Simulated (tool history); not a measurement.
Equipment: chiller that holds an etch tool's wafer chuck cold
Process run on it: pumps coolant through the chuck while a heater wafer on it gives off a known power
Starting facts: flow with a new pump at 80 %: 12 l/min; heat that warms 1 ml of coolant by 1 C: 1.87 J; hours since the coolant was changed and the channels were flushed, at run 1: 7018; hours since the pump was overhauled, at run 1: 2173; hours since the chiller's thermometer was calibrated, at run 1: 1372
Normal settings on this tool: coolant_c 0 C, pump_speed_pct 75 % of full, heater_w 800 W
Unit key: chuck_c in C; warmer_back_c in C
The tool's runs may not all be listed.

run,day,coolant_c,pump_speed_pct,heater_w,hours since the coolant was changed and the channels were flushed,hours since the pump was overhauled,hours since the chiller's thermometer was calibrated,chuck_c,warmer_back_c
1,0.000,0,75,800,7018,2173,1372,8.8,2.37
2,3.871,0,75,800,7111,2266,1465,8.8,2.35
# day 10.600: coolant changed, channels flushed
3,11.762,0,75,800,28,2450,1648,7.6,2.37
4,19.496,0,75,800,214,2635,1834,7.4,2.40
5,23.438,0,75,800,308,2730,1928,7.5,2.41
6,31.258,0,91,800,496,2917,2116,6.7,1.92
7,39.312,0,91,800,689,3111,2309,6.6,1.98
8,45.688,0,75,800,842,3264,2462,7.7,2.39
9,53.246,0,75,800,1024,3445,2644,7.9,2.41
10,61.629,5,75,800,1225,3646,2845,12.8,2.43
11,65.708,5,75,800,1323,3744,2943,12.9,2.45
12,72.758,0,75,800,1492,3913,3112,7.9,2.39
# day 73.375: chiller's thermometer calibrated
13,77.133,0,75,800,1596,4018,90,7.7,2.40
14,86.379,0,75,800,1818,4239,312,7.9,2.47
15,93.612,0,75,800,1991,4413,486,7.8,2.46
16,100.079,0,75,1011,2147,4568,641,10.0,3.14
17,109.317,0,75,800,2368,4790,863,7.9,2.50
18,116.579,3,63,1088,2543,4964,1037,15.2,4.10
19,125.288,0,67,1176,2751,5173,1246,12.9,4.18
20,130.242,0,67,1176,2870,5292,1365,12.8,4.16
21,136.492,0,75,800,3020,5442,1515,8.2,2.41
22,142.917,0,98,470,3175,5596,1669,3.9,1.09
23,147.358,1,85,459,3281,5703,1776,5.3,1.27
24,154.717,4,86,575,3458,5879,1952,9.5,1.56
25,162.642,4,86,575,3648,6070,2142,9.4,1.54
26,167.188,3,81,800,3757,6179,2251,11.1,2.36
27,171.154,10,79,762,3852,6274,2347,17.8,2.29
28,178.496,-9,98,800,4029,6450,2523,-1.9,1.89
29,184.917,0,75,556,4183,6604,2677,5.9,1.78
30,190.529,0,75,556,4317,6739,2812,5.9,1.76
31,195.954,-5,80,800,4447,6869,2942,3.2,2.38

Below, each run's measurement less what the same run would have read without the hidden state. Both values contain the same run-to-run variation, but the gauge's scatter may not be the same in both:
Hidden state at play: heat passed by the chuck's channels, % of clean ones'; flow at a given pump speed, % of a new pump's; coolant's true temperature over the reading, C; drift of the gauge itself on chuck_c, C; drift of the gauge itself on warmer_back_c, C.
run,chuck_c,warmer_back_c
1,+1.7,+0.08
2,+1.6,+0.08
3,+0.3,+0.09
4,+0.3,+0.09
5,+0.3,+0.10
6,+0.4,+0.08
7,+0.3,+0.10
8,+0.5,+0.12
9,+0.6,+0.12
10,+0.6,+0.13
11,+0.6,+0.14
12,+0.7,+0.15
13,+0.5,+0.15
14,+0.5,+0.15
15,+0.6,+0.16
16,+0.8,+0.21
17,+0.7,+0.17
18,+1.1,+0.30
19,+1.3,+0.31
20,+1.3,+0.32
21,+0.9,+0.20
22,+0.5,+0.09
23,+0.5,+0.11
24,+0.7,+0.13
25,+0.7,+0.14
26,+1.1,+0.21
27,+1.1,+0.21
28,+1.1,+0.18
29,+0.9,+0.17
30,+0.9,+0.18
31,+1.3,+0.24

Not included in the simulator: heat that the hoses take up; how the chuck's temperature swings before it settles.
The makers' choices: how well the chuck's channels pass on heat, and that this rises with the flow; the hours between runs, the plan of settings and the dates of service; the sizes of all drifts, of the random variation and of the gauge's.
